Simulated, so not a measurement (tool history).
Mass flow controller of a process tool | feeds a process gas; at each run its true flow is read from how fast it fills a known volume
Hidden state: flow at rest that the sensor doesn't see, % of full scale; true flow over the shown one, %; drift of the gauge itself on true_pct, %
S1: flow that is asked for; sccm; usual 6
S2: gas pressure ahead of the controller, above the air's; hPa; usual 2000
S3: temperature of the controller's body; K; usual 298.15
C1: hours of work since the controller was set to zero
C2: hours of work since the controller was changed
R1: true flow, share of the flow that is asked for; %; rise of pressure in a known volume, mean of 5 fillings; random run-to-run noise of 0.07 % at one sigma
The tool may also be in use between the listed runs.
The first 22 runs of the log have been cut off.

| run | hour | S1 | S2 | S3 | C1 | C2 | R1 |
|---|---|---|---|---|---|---|---|
| 23 | 3337.9 | 19 | 2000 | 298.15 | 3576 | 3576 | 102.18 |
| 24 | 3428.3 | 6 | 2000 | 298.15 | 3639 | 3639 | 101.05 |
| 25 | 3607.5 | 6 | 2000 | 298.15 | 3763 | 3763 | 101.21 |
| 26 | 3725.1 | 6 | 2000 | 298.15 | 3845 | 3845 | 101.38 |
| 27 | 3813.5 | 6 | 1800 | 298.15 | 3906 | 3906 | 101.41 |
| 28 | 3948.7 | 6 | 2000 | 296.15 | 4000 | 4000 | 101.20 |
|  | 4069.6 | controller's zero set anew |
| 29 | 4080.1 | 5 | 2420 | 299.15 | 7 | 4091 | 99.98 |
| 30 | 4284.9 | 14 | 1730 | 304.15 | 149 | 4233 | 102.11 |
| 31 | 4380.0 | 14 | 1730 | 304.15 | 215 | 4299 | 102.00 |
| 32 | 4500.9 | 8 | 2720 | 296.15 | 299 | 4383 | 100.03 |
| 33 | 4626.2 | 2 | 2720 | 296.15 | 386 | 4470 | 99.62 |
| 34 | 4745.7 | 2 | 2670 | 296.15 | 469 | 4553 | 99.88 |
| 35 | 4883.4 | 2 | 2670 | 296.15 | 565 | 4648 | 99.98 |
| 36 | 5015.4 | 2 | 2670 | 300.15 | 656 | 4740 | 100.56 |
| 37 | 5105.4 | 2 | 2670 | 300.15 | 719 | 4802 | 100.50 |
| 38 | 5200.4 | 15 | 1570 | 307.15 | 785 | 4868 | 103.02 |
| 39 | 5386.1 | 15 | 2390 | 312.15 | 914 | 4997 | 103.15 |
| 40 | 5476.9 | 6 | 2390 | 302.15 | 977 | 5060 | 101.15 |
| 41 | 5600.3 | 15 | 1800 | 307.15 | 1062 | 5146 | 103.14 |
| 42 | 5726.4 | 15 | 1800 | 307.15 | 1150 | 5233 | 103.17 |
| 43 | 5896.4 | 15 | 1920 | 307.15 | 1268 | 5351 | 103.14 |
| 44 | 6036.3 | 15 | 1920 | 307.15 | 1365 | 5448 | 103.20 |
|  | 6050.4 | controller exchanged for a calibrated one |
| 45 | 6236.6 | 2 | 1870 | 307.15 | 129 | 129 | 98.82 |
| 46 | 6428.6 | 6 | 1920 | 311.15 | 262 | 262 | 99.50 |
| 47 | 6543.6 | 18 | 1660 | 302.15 | 342 | 342 | 100.55 |

Alternative continuations, all from the tool just after run 47; predict every row:
| A | 6697.1 | 10 | 1660 | 302.15 | 449 | 449 | ? |
| B | 6697.1 | 18 | 1660 | 309.15 | 449 | 449 | ? |
| C | 6697.1 | 4 | 2000 | 298.15 | 449 | 449 | ? |

| run | R1 |
|---|---|
| A | 99.39 |
| B | 101.19 |
| C | 98.34 |
Without the tool's hidden state the same runs would have given:
| run | R1 |
|---|---|
| A | 98.85 |
| B | 100.74 |
| C | 97.55 |

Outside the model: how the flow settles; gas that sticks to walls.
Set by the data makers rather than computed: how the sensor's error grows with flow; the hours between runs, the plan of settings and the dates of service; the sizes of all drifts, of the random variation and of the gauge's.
